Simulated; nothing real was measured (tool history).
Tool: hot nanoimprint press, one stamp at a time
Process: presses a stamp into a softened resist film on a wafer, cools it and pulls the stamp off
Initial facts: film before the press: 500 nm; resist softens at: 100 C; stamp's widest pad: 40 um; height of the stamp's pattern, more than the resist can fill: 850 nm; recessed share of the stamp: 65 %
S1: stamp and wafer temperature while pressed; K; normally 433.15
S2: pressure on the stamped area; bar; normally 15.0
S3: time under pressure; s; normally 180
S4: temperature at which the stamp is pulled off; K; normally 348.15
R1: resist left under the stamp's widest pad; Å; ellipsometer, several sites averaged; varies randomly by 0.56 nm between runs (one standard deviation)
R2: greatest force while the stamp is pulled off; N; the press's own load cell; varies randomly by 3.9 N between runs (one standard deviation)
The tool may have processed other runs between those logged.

Run 1, hour 0.0: usual settings. Result: R1 2546 Å, R2 188 N.
Run 2, hour 59.3: usual settings but S2 9.9 bar. Result: R1 3117 Å, R2 192 N.
Run 3, hour 106.5: usual settings but S2 9.9 bar. Result: R1 3139 Å, R2 192 N.
Run 4, hour 169.7: usual settings but S2 9.5 bar. Result: R1 3188 Å, R2 190 N.
Run 5, hour 208.7: usual settings but S2 9.5 bar. Result: R1 3190 Å, R2 191 N.
Run 6, hour 263.6: usual settings but S2 16.3 bar. Result: R1 2456 Å, R2 190 N.
At hour 275.7: stamp cleaned and given a new release coat.
Run 7, hour 309.4: usual settings. Result: R1 2578 Å, R2 188 N.
Run 8, hour 345.7: usual settings but S1 431.15 K. Result: R1 2831 Å, R2 193 N.
Run 9, hour 414.1: usual settings but S3 135 s. Result: R1 2811 Å, R2 178 N.
At hour 440.9: plate thermocouple calibrated.
Run 10, hour 457.5: usual settings but S3 135 s. Result: R1 2809 Å, R2 194 N.
Run 11, hour 505.1: usual settings but S2 9.6 bar. Result: R1 3185 Å, R2 190 N.
Run 12, hour 559.7: usual settings. Result: R1 2578 Å, R2 192 N.
Run 13, hour 627.0: usual settings. Result: R1 2585 Å, R2 195 N.
Run 14, hour 683.4: usual settings. Result: R1 2579 Å, R2 190 N.
Run 15, hour 739.3: usual settings. Result: R1 2579 Å, R2 178 N.
Run 16, hour 798.6: usual settings. Result: R1 2583 Å, R2 193 N.
Run 17, hour 851.7: usual settings. Result: R1 2594 Å, R2 187 N.
Run 18, hour 881.9: usual settings but S1 439.15 K, S3 288 s, S4 342.15 K. Result: R1 1616 Å, R2 217 N.
Run 19, hour 927.0: usual settings but S1 439.15 K, S3 288 s, S4 342.15 K. Result: R1 1613 Å, R2 227 N.
Run 20, hour 990.4: usual settings but S2 18.5 bar. Result: R1 2322 Å, R2 193 N.
Run 21, hour 1055.0: usual settings but S1 437.15 K, S2 18.5 bar. Result: R1 1881 Å, R2 196 N.
Run 22, hour 1117.6: usual settings but S3 176 s, S4 342.15 K. Result: R1 2620 Å, R2 214 N.
At hour 1156.4: stamp cleaned and given a new release coat.
Run 23, hour 1193.6: usual settings but S1 425.15 K, S2 17.6 bar, S3 196 s, S4 335.15 K. Result: R1 3458 Å, R2 243 N.
Run 24, hour 1223.4: usual settings but S1 425.15 K, S2 17.6 bar, S3 196 s, S4 335.15 K. Result: R1 3441 Å, R2 249 N.
Run 25, hour 1263.0: usual settings but S1 425.15 K, S2 17.6 bar, S3 196 s, S4 335.15 K. Result: R1 3451 Å, R2 252 N.
Run 26, hour 1296.1: usual settings but S1 425.15 K, S2 17.6 bar, S3 196 s, S4 335.15 K. Result: R1 3456 Å, R2 250 N.
At hour 1303.8: gauge calibrated.
Run 27, hour 1335.2: usual settings but S1 432.15 K, S2 20.3 bar, S3 305 s, S4 347.15 K. Result: R1 1921 Å, R2 194 N.
At hour 1381.8: plate thermocouple calibrated.
At hour 1409.9: press's hydraulic seals changed and the load cell set to zero.
Run 28, hour 1409.9: usual settings but S1 439.15 K, S2 23.2 bar, S3 329 s, S4 336.15 K. Result: R1 1171 Å, R2 242 N.
Run 29, hour 1462.0: usual settings but S1 432.15 K, S2 9.9 bar, S3 154 s, S4 336.15 K. Result: R1 3390 Å, R2 244 N.
Run 30, hour 1495.1: usual settings but S1 432.15 K, S2 13.8 bar, S3 306 s, S4 347.15 K. Result: R1 2378 Å, R2 191 N.
Run 31, hour 1540.7: usual settings but S1 425.15 K, S2 12.1 bar, S3 96 s, S4 356.15 K. Result: R1 4331 Å, R2 155 N.

Had the tool no unlogged condition, and each run kept its random variation, what would the results have been?
Hidden state present: true temperature over the reading, C; pressure that arrives at the usual setting, %; grip of the stamp's worn release coat, % over a new coat's; drift of the gauge itself on residual_nm, %; drift of the gauge itself on pull_off_n, %.
run    R1
  1  2548
  2  3116
  3  3136
  4  3183
  5  3184
  6  2449
  7  2570
  8  2821
  9  2799
 10  2792
 11  3165
 12  2560
 13  2564
 14  2557
 15  2554
 16  2557
 17  2566
 18  1598
 19  1594
 20  2292
 21  1856
 22  2583
 23  3406
 24  3388
 25  3396
 26  3400
 27  1922
 28  1170
 29  3384
 30  2372
 31  4318
R2 without the hidden state stays within 2 N of what was measured, in all runs.
